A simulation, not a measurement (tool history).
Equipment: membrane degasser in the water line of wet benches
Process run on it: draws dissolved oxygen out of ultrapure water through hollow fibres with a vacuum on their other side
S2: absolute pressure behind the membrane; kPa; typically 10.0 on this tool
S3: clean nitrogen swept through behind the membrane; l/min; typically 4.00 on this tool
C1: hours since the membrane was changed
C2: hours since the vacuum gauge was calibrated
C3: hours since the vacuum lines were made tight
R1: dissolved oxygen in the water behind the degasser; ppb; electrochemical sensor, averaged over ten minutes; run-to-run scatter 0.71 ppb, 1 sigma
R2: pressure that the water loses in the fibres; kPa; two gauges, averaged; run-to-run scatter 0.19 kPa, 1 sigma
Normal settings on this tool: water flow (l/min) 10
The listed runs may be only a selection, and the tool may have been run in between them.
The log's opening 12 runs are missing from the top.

run 13 day=93.238 | water_flow_(l/min)=10 S2=10.4 S3=4.00 | C1=7732 C2=425 C3=8469 | R1=72.9 R2=38.70
run 14 day=98.262 | water_flow_(l/min)=16 S2=10.0 S3=4.00 | C1=7853 C2=546 C3=8590 | R1=193.6 R2=62.28
run 15 day=106.862 | water_flow_(l/min)=16 S2=10.0 S3=4.00 | C1=8059 C2=752 C3=8796 | R1=193.6 R2=62.00
run 16 day=118.342 | water_flow_(l/min)=10 S2=10.0 S3=4.00 | C1=8335 C2=1028 C3=9071 | R1=71.1 R2=39.18
run 17 day=127.912 | water_flow_(l/min)=10 S2=10.0 S3=4.00 | C1=8564 C2=1258 C3=9301 | R1=72.1 R2=38.70
run 18 day=134.133 | water_flow_(l/min)=10 S2=14.1 S3=4.00 | C1=8714 C2=1407 C3=9450 | R1=99.3 R2=38.85
run 19 day=142.571 | water_flow_(l/min)=10 S2=14.1 S3=1.92 | C1=8916 C2=1609 C3=9653 | R1=171.9 R2=38.70
run 20 day=148.317 | water_flow_(l/min)=10 S2=14.1 S3=1.92 | C1=9054 C2=1747 C3=9791 | R1=174.5 R2=38.83
run 21 day=153.800 | water_flow_(l/min)=10 S2=17.6 S3=4.00 | C1=9186 C2=1879 C3=9922 | R1=123.1 R2=39.18
run 22 day=159.638 | water_flow_(l/min)=10 S2=17.6 S3=4.00 | C1=9326 C2=2019 C3=10063 | R1=121.7 R2=38.96
run 23 day=165.946 | water_flow_(l/min)=16 S2=10.0 S3=3.00 | C1=9477 C2=2170 C3=10214 | R1=218.6 R2=62.50
run 24 day=176.733 | water_flow_(l/min)=16 S2=10.0 S3=3.00 | C1=9736 C2=2429 C3=10473 | R1=215.8 R2=62.59
-- day=179.321 seals of the vacuum lines changed
run 25 day=182.492 | water_flow_(l/min)=16 S2=6.6 S3=10.79 | C1=9872 C2=2566 C3=76 | R1=143.5 R2=62.51
run 26 day=193.654 | water_flow_(l/min)=8 S2=23.1 S3=3.08 | C1=10140 C2=2833 C3=344 | R1=138.5 R2=31.27
run 27 day=199.938 | water_flow_(l/min)=7 S2=14.8 S3=4.00 | C1=10291 C2=2984 C3=495 | R1=59.0 R2=27.17
run 28 day=209.033 | water_flow_(l/min)=7 S2=14.8 S3=4.00 | C1=10509 C2=3202 C3=713 | R1=58.4 R2=27.18
run 29 day=216.633 | water_flow_(l/min)=10 S2=11.8 S3=4.43 | C1=10692 C2=3385 C3=895 | R1=77.1 R2=39.26
-- day=223.050 vacuum gauge calibrated
run 30 day=227.396 | water_flow_(l/min)=10 S2=17.7 S3=4.43 | C1=10949 C2=104 C3=1153 | R1=110.2 R2=39.41
run 31 day=236.821 | water_flow_(l/min)=10 S2=10.0 S3=2.21 | C1=11176 C2=330 C3=1380 | R1=106.2 R2=39.52

Below are 5 alternative next runs, each starting from the tool's condition after run 31. Predict each:
run A day=246.029 | water_flow_(l/min)=12 S2=13.8 S3=4.04 | C1=11397 C2=551 C3=1601 | R1=? R2=?
run B day=246.029 | water_flow_(l/min)=12 S2=18.1 S3=2.21 | C1=11397 C2=551 C3=1601 | R1=? R2=?
run C day=246.029 | water_flow_(l/min)=16 S2=10.0 S3=5.26 | C1=11397 C2=551 C3=1601 | R1=? R2=?
run D day=246.029 | water_flow_(l/min)=10 S2=11.8 S3=4.00 | C1=11397 C2=551 C3=1601 | R1=? R2=?
run E day=246.029 | water_flow_(l/min)=10 S2=10.0 S3=5.41 | C1=11397 C2=551 C3=1601 | R1=? R2=?

run=A R1=131.7 R2=46.81
run=B R1=248.4 R2=46.78
run=C R1=181.6 R2=62.51
run=D R1=81.0 R2=39.07
run=E R1=60.6 R2=38.83
Had the tool no hidden state, the same runs would have come out as:
run=A R1=120.7 R2=45.06
run=B R1=235.6 R2=45.03
run=C R1=161.2 R2=60.17
run=D R1=74.2 R2=37.62
run=E R1=54.1 R2=37.38
